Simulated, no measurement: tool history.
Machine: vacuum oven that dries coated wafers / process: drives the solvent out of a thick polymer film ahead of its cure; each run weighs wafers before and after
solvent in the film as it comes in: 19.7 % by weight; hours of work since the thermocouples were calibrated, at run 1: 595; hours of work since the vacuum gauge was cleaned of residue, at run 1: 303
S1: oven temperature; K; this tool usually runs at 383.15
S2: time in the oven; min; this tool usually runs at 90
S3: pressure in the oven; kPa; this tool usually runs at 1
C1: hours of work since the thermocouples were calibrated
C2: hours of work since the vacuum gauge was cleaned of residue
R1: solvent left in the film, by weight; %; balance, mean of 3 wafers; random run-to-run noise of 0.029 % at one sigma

Run 1, hour 0: usual settings; C1 595; C2 303. Result: R1 4.27 %.
Run 2, hour 20.3: usual settings; C1 603; C2 311. Result: R1 4.21 %.
Run 3, hour 32.5: usual settings but S2 106 min; C1 608; C2 316. Result: R1 3.4 %.
Run 4, hour 44.7: usual settings but S2 106 min; C1 613; C2 321. Result: R1 3.38 %.
Run 5, hour 65.2: usual settings but S2 106 min; C1 622; C2 330. Result: R1 3.38 %.
Run 6, hour 85.8: usual settings but S1 394.15 K, S2 106 min; C1 630; C2 338. Result: R1 1.08 %.
Run 7, hour 100.3: usual settings but S1 374.15 K; C1 636; C2 344. Result: R1 7.41 %.
Run 8, hour 113.9: usual settings but S2 91 min; C1 641; C2 350. Result: R1 4.13 %.
Run 9, hour 130.9: usual settings but S1 388.15 K; C1 648; C2 357. Result: R1 2.7 %.
Run 10, hour 141.2: usual settings but S1 388.15 K; C1 653; C2 361. Result: R1 2.72 %.
Run 11, hour 158.9: usual settings; C1 660; C2 368. Result: R1 4.17 %.
Run 12, hour 167.6: usual settings; C1 663; C2 372. Result: R1 4.13 %.
Run 13, hour 176.8: usual settings; C1 667; C2 375. Result: R1 4.21 %.
Run 14, hour 188.4: usual settings; C1 672; C2 380. Result: R1 4.2 %.
Run 15, hour 199.2: usual settings but S1 385.15 K, S2 143 min, S3 0.85 kPa; C1 676; C2 385. Result: R1 1.71 %.
Run 16, hour 214.6: usual settings but S2 128 min, S3 0.97 kPa; C1 683; C2 391. Result: R1 2.63 %.
Run 17, hour 223.7: usual settings but S1 389.15 K, S2 72 min, S3 0.7 kPa; C1 686; C2 395. Result: R1 3.22 %.
Run 18, hour 234.9: usual settings but S1 384.15 K, S3 3.76 kPa; C1 691; C2 399. Result: R1 5.91 %.
Run 19, hour 249.1: usual settings but S1 384.15 K, S3 3.76 kPa; C1 697; C2 405. Result: R1 5.95 %.
Run 20, hour 266.2: usual settings but S1 389.15 K, S2 147 min, S3 3.76 kPa; C1 704; C2 412. Result: R1 3.23 %.
Run 21, hour 280.2: usual settings but S1 387.15 K, S2 84 min, S3 2.54 kPa; C1 709; C2 418. Result: R1 4.36 %.
Run 22, hour 295: usual settings but S2 91 min, S3 3.68 kPa; C1 716; C2 424. Result: R1 6.12 %.
Run 23, hour 308.1: usual settings but S1 389.15 K, S2 91 min, S3 3.68 kPa; C1 721; C2 429. Result: R1 4.32 %.
Run 24, hour 318.2: usual settings but S1 389.15 K, S2 91 min, S3 3.68 kPa; C1 725; C2 433. Result: R1 4.25 %.
Run 25, hour 336.9: usual settings but S1 389.15 K, S2 91 min, S3 3.68 kPa; C1 733; C2 441. Result: R1 4.32 %.

Alternative continuations, all from the tool just after run 25; predict every row:
Run A, hour 345.9: usual settings but S1 389.15 K, S2 78 min, S3 0.77 kPa; C1 736; C2 445. Result: R1 ?.
Run B, hour 345.9: usual settings but S1 393.15 K, S2 91 min, S3 3.68 kPa; C1 736; C2 445. Result: R1 ?.
Run C, hour 345.9: usual settings but S3 2.27 kPa; C1 736; C2 445. Result: R1 ?.
Run D, hour 345.9: usual settings but S1 389.15 K, S2 132 min; C1 736; C2 445. Result: R1 ?.

run    R1
  A  2.86
  B  3.29
  C  5.17
  D  1.38
With the hidden condition removed and each run's random variation left untouched, the same runs would have given:
run    R1
  A  2.87
  B   3.3
  C  5.19
  D  1.39
